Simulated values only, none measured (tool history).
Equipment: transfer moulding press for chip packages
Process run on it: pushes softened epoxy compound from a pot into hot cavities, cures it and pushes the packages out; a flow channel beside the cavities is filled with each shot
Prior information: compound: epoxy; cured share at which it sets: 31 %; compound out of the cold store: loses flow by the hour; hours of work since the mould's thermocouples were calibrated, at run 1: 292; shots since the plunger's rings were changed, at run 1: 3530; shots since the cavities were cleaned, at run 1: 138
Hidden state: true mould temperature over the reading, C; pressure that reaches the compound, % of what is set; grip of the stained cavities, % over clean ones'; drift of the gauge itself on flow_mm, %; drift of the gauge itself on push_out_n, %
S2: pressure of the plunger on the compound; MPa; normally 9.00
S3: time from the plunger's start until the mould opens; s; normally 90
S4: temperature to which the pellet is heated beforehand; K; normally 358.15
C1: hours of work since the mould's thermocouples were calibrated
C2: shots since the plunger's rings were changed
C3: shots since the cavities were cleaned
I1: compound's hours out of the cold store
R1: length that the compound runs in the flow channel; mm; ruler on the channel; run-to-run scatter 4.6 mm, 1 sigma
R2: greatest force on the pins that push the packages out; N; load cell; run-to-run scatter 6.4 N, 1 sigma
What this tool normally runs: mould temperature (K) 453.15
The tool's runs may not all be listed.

Run 1, hour 0.0: usual settings; C1 292; C2 3530; C3 138; I1 40.1. Result: R1 829 mm, R2 277 N.
Run 2, hour 25.4: usual settings; C1 307; C2 3821; C3 429; I1 43.0. Result: R1 827 mm, R2 314 N.
Run 3, hour 44.6: usual settings; C1 319; C2 4039; C3 647; I1 35.6. Result: R1 849 mm, R2 357 N.
Run 4, hour 57.2: usual settings; C1 326; C2 4184; C3 792; I1 43.3. Result: R1 823 mm, R2 365 N.
Run 5, hour 79.6: usual settings; C1 340; C2 4439; C3 1047; I1 30.3. Result: R1 870 mm, R2 399 N.
At hour 90.3: cavities cleaned with cleaning compound and waxed.
Run 6, hour 106.3: usual settings; C1 355; C2 4727; C3 183; I1 17.9. Result: R1 915 mm, R2 295 N.
Run 7, hour 120.0: usual settings; C1 363; C2 4882; C3 338; I1 18.8. Result: R1 908 mm, R2 320 N.
Run 8, hour 144.9: usual settings; C1 378; C2 5167; C3 623; I1 44.2. Result: R1 805 mm, R2 370 N.
Run 9, hour 170.0: usual settings; C1 392; C2 5454; C3 910; I1 28.2. Result: R1 867 mm, R2 398 N.
Run 10, hour 183.0: usual settings but S3 108 s; C1 400; C2 5602; C3 1058; I1 14.0. Result: R1 930 mm, R2 366 N.
At hour 191.9: cavities cleaned with cleaning compound and waxed.
Run 11, hour 203.7: usual settings but mould temperature (K) 450.15, S2 7.69 MPa, S4 366.15 K; C1 412; C2 5821; C3 135; I1 8.6. Result: R1 885 mm, R2 307 N.
Run 12, hour 228.9: usual settings but mould temperature (K) 460.15; C1 427; C2 6109; C3 423; I1 41.5. Result: R1 803 mm, R2 281 N.
At hour 235.6: plunger's sealing rings changed.
Run 13, hour 254.8: usual settings but mould temperature (K) 454.15, S3 107 s, S4 348.15 K; C1 441; C2 219; C3 690; I1 12.9. Result: R1 980 mm, R2 320 N.
Run 14, hour 266.3: usual settings but S4 362.15 K; C1 447; C2 350; C3 821; I1 13.4. Result: R1 967 mm, R2 377 N.
Run 15, hour 291.0: usual settings but mould temperature (K) 456.15, S3 112 s; C1 462; C2 632; C3 1103; I1 37.7. Result: R1 867 mm, R2 356 N.
At hour 297.0: cavities cleaned with cleaning compound and waxed.
Run 16, hour 316.2: usual settings but mould temperature (K) 451.15, S2 8.54 MPa, S3 121 s, S4 364.15 K; C1 476; C2 903; C3 219; I1 12.4. Result: R1 958 mm, R2 257 N.
Run 17, hour 340.3: usual settings but mould temperature (K) 451.15, S2 8.54 MPa, S3 121 s, S4 364.15 K; C1 490; C2 1178; C3 494; I1 22.0. Result: R1 919 mm, R2 275 N.
Run 18, hour 360.0: usual settings but mould temperature (K) 460.15, S2 6.93 MPa, S3 74 s, S4 351.15 K; C1 502; C2 1403; C3 719; I1 11.6. Result: R1 841 mm, R2 376 N.

Predict each of these 3 candidate next runs independently; none follows another, all start after run 18:
Run A, hour 373.4: usual settings but S3 82 s; C1 510; C2 1556; C3 872; I1 29.5. Result: R1 ?, R2 ?.
Run B, hour 373.4: usual settings but mould temperature (K) 458.15, S2 10.18 MPa, S3 108 s, S4 351.15 K; C1 510; C2 1556; C3 872; I1 47.9. Result: R1 ?, R2 ?.
Run C, hour 373.4: usual settings but mould temperature (K) 452.15, S2 7.61 MPa, S3 74 s, S4 351.15 K; C1 510; C2 1556; C3 872; I1 15.1. Result: R1 ?, R2 ?.

run   R1   R2
  A  886  406
  B  864  335
  C  880  618
With no hidden state in the tool, these same runs would have given:
run   R1   R2
  A  905  280
  B  882  214
  C  899  445
